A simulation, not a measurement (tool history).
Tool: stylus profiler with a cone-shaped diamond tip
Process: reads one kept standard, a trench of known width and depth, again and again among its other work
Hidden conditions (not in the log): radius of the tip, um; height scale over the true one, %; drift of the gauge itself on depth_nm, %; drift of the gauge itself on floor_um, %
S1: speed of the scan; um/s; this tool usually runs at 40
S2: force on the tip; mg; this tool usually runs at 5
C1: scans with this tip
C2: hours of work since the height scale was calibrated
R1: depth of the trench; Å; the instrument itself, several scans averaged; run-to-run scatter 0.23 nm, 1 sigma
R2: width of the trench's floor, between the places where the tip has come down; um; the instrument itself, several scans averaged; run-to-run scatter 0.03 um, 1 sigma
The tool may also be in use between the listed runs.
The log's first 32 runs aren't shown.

run 33 hour=2726.5 | S1=23 S2=13.06 | C1=23669 C2=559 | R1=10484.2 R2=92.12
run 34 hour=2791.3 | S1=23 S2=14.44 | C1=23991 C2=599 | R1=10521.6 R2=92.18
run 35 hour=2904.2 | S1=13 S2=2.53 | C1=24551 C2=669 | R1=10185 R2=92.11
run 36 hour=2982.8 | S1=64 S2=11.07 | C1=24941 C2=717 | R1=10443.6 R2=92.06
run 37 hour=3037.5 | S1=22 S2=3.25 | C1=25212 C2=750 | R1=10211.7 R2=92.04
run 38 hour=3132.1 | S1=22 S2=3.25 | C1=25682 C2=809 | R1=10214.5 R2=91.99
run 39 hour=3234.7 | S1=12 S2=9.26 | C1=26191 C2=872 | R1=10393.8 R2=92.03
run 40 hour=3297.6 | S1=40 S2=8.68 | C1=26503 C2=910 | R1=10386.8 R2=91.93
run 41 hour=3401.9 | S1=40 S2=8.68 | C1=27020 C2=974 | R1=10386.7 R2=91.96
run 42 hour=3504.8 | S1=40 S2=8.68 | C1=27531 C2=1038 | R1=10391.9 R2=91.86
run 43 hour=3612.2 | S1=40 S2=8.68 | C1=28064 C2=1104 | R1=10397.4 R2=91.86
run 44 hour=3677 | S1=14 S2=5 | C1=28385 C2=1143 | R1=10292.7 R2=91.83
run 45 hour=3730.9 | S1=12 S2=6.94 | C1=28653 C2=1177 | R1=10349.8 R2=91.9
run 46 hour=3808.4 | S1=37 S2=5 | C1=29037 C2=1224 | R1=10296.4 R2=91.82

Branching from run 46: 4 alternative next runs. What would each branch give?
-- hour=3851.1 new tip fitted, height scale calibrated
run A hour=3892.7 | S1=47 S2=3.8 | C1=207 C2=26 | R1=? R2=?
-- hour=3851.1 new tip fitted, height scale calibrated
run B hour=3892.7 | S1=13 S2=11.41 | C1=207 C2=26 | R1=? R2=?
-- hour=3851.1 new tip fitted, height scale calibrated
run C hour=3892.7 | S1=23 S2=2.08 | C1=207 C2=26 | R1=? R2=?
-- hour=3851.1 new tip fitted, height scale calibrated
run D hour=3892.7 | S1=12 S2=1.84 | C1=207 C2=26 | R1=? R2=?

run=A R1=10202.7 R2=94.05
run=B R1=10421.2 R2=94.13
run=C R1=10133.4 R2=94.04
run=D R1=10128.1 R2=94.09
With the hidden condition removed and each run's random variation left untouched, the same runs would have given:
run=A R1=10201.9 R2=93.95
run=B R1=10420.4 R2=94.04
run=C R1=10132.6 R2=93.95
run=D R1=10127.3 R2=93.99

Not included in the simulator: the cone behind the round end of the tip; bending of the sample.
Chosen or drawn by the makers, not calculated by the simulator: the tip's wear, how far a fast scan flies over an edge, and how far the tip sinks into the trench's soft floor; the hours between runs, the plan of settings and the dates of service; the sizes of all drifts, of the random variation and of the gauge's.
